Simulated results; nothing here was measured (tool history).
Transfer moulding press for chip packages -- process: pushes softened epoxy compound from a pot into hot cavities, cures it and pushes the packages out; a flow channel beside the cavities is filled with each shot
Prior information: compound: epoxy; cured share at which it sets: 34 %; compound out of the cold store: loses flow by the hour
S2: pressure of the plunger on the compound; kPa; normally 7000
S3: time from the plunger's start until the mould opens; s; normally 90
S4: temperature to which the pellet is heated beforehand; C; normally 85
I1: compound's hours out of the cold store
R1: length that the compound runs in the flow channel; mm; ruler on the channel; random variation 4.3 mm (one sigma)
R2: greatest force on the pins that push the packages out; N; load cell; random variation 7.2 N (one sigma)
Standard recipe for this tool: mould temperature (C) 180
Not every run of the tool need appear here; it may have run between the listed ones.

Run 1, hour 0.0: usual settings; I1 12.2. Result: R1 532 mm, R2 538 N.
At hour 38.1: cavities cleaned with cleaning compound and waxed.
Run 2, hour 50.3: usual settings but S2 5440 kPa; I1 11.3. Result: R1 450 mm, R2 419 N.
Run 3, hour 111.4: usual settings but S3 87 s; I1 16.5. Result: R1 507 mm, R2 554 N.
At hour 133.8: cavities cleaned with cleaning compound and waxed.
Run 4, hour 171.9: usual settings but S4 82 C; I1 34.5. Result: R1 466 mm, R2 507 N.
At hour 216.6: plunger's sealing rings changed.
At hour 230.6: cavities cleaned with cleaning compound and waxed.
Run 5, hour 236.1: usual settings but S3 120 s; I1 44.0. Result: R1 498 mm, R2 350 N.
Run 6, hour 290.6: usual settings; I1 34.5. Result: R1 503 mm, R2 539 N.
At hour 321.6: cavities cleaned with cleaning compound and waxed.
Run 7, hour 371.5: usual settings but S4 88 C; I1 15.2. Result: R1 517 mm, R2 509 N.
At hour 380.5: mould's thermocouples calibrated.
At hour 414.1: cavities cleaned with cleaning compound and waxed.
Run 8, hour 414.1: usual settings but S4 88 C; I1 37.6. Result: R1 484 mm, R2 297 N.
Run 9, hour 459.7: usual settings but S4 88 C; I1 24.7. Result: R1 504 mm, R2 546 N.
Run 10, hour 501.4: usual settings but S4 92 C; I1 12.7. Result: R1 510 mm, R2 553 N.
At hour 508.9: cavities cleaned with cleaning compound and waxed.
Run 11, hour 561.9: usual settings but S4 92 C; I1 41.4. Result: R1 464 mm, R2 531 N.
At hour 596.5: plunger's sealing rings changed.
At hour 602.7: cavities cleaned with cleaning compound and waxed.
Run 12, hour 634.4: usual settings but S4 92 C; I1 40.8. Result: R1 502 mm, R2 498 N.
Run 13, hour 682.8: usual settings; I1 26.5. Result: R1 513 mm, R2 564 N.
At hour 696.0: cavities cleaned with cleaning compound and waxed.
Run 14, hour 751.9: usual settings; I1 16.5. Result: R1 525 mm, R2 549 N.
At hour 790.7: cavities cleaned with cleaning compound and waxed.
Run 15, hour 837.1: usual settings but S2 5950 kPa, S3 94 s, S4 88 C; I1 13.4. Result: R1 471 mm, R2 525 N.
Run 16, hour 872.3: usual settings but mould temperature (C) 182, S4 92 C; I1 46.2. Result: R1 461 mm, R2 557 N.
At hour 885.4: cavities cleaned with cleaning compound and waxed.
Run 17, hour 943.1: usual settings but S2 6370 kPa; I1 39.7. Result: R1 445 mm, R2 539 N.
At hour 977.1: plunger's sealing rings changed.
At hour 978.6: cavities cleaned with cleaning compound and waxed.
Run 18, hour 983.9: usual settings but S2 6370 kPa; I1 36.4. Result: R1 497 mm, R2 341 N.
Run 19, hour 1040.1: usual settings but S2 7890 kPa, S3 73 s; I1 33.4. Result: R1 540 mm, R2 716 N.
At hour 1070.4: cavities cleaned with cleaning compound and waxed.
Run 20, hour 1084.4: usual settings but S4 93 C; I1 18.8. Result: R1 525 mm, R2 393 N.
Run 21, hour 1120.3: usual settings but mould temperature (C) 183, S2 7560 kPa, S3 76 s, S4 88 C; I1 22.9. Result: R1 527 mm, R2 556 N.
At hour 1164.5: cavities cleaned with cleaning compound and waxed.
Run 22, hour 1183.5: usual settings but mould temperature (C) 183, S2 7560 kPa, S3 76 s, S4 88 C; I1 47.9. Result: R1 486 mm, R2 464 N.
At hour 1257.3: cavities cleaned with cleaning compound and waxed.
Run 23, hour 1257.3: usual settings but mould temperature (C) 183, S2 7560 kPa, S3 76 s; I1 15.9. Result: R1 514 mm, R2 309 N.
Run 24, hour 1340.6: usual settings but mould temperature (C) 179; I1 25.4. Result: R1 486 mm, R2 558 N.
At hour 1350.7: cavities cleaned with cleaning compound and waxed.
At hour 1358.2: plunger's sealing rings changed.
Run 25, hour 1400.7: usual settings but mould temperature (C) 187, S2 6320 kPa, S4 87 C; I1 27.5. Result: R1 483 mm, R2 509 N.
At hour 1442.7: cavities cleaned with cleaning compound and waxed.
Run 26, hour 1466.2: usual settings but mould temperature (C) 172, S3 72 s, S4 78 C; I1 39.4. Result: R1 521 mm, R2 1031 N.
Run 27, hour 1506.3: usual settings but mould temperature (C) 179, S3 110 s, S4 89 C; I1 8.3. Result: R1 532 mm, R2 517 N.

Alternative continuations, all from the tool just after run 27; predict every row:
At hour 1535.3: cavities cleaned with cleaning compound and waxed.
Run A, hour 1584.0: usual settings but S3 118 s; I1 39.4. Result: R1 ?, R2 ?.
At hour 1535.3: cavities cleaned with cleaning compound and waxed.
Run B, hour 1584.0: usual settings but S3 81 s, S4 79 C; I1 17.0. Result: R1 ?, R2 ?.
At hour 1535.3: cavities cleaned with cleaning compound and waxed.
Run C, hour 1584.0: usual settings but mould temperature (C) 179, S4 75 C; I1 23.9. Result: R1 ?, R2 ?.
At hour 1535.3: cavities cleaned with cleaning compound and waxed.
Run D, hour 1584.0: usual settings but mould temperature (C) 179, S3 110 s, S4 82 C; I1 9.9. Result: R1 ?, R2 ?.

run   R1   R2
  A  478  489
  B  503  564
  C  504  518
  D  520  502
Without the tool's hidden state the same runs would have given:
run   R1   R2
  A  513  264
  B  540  339
  C  541  297
  D  558  275
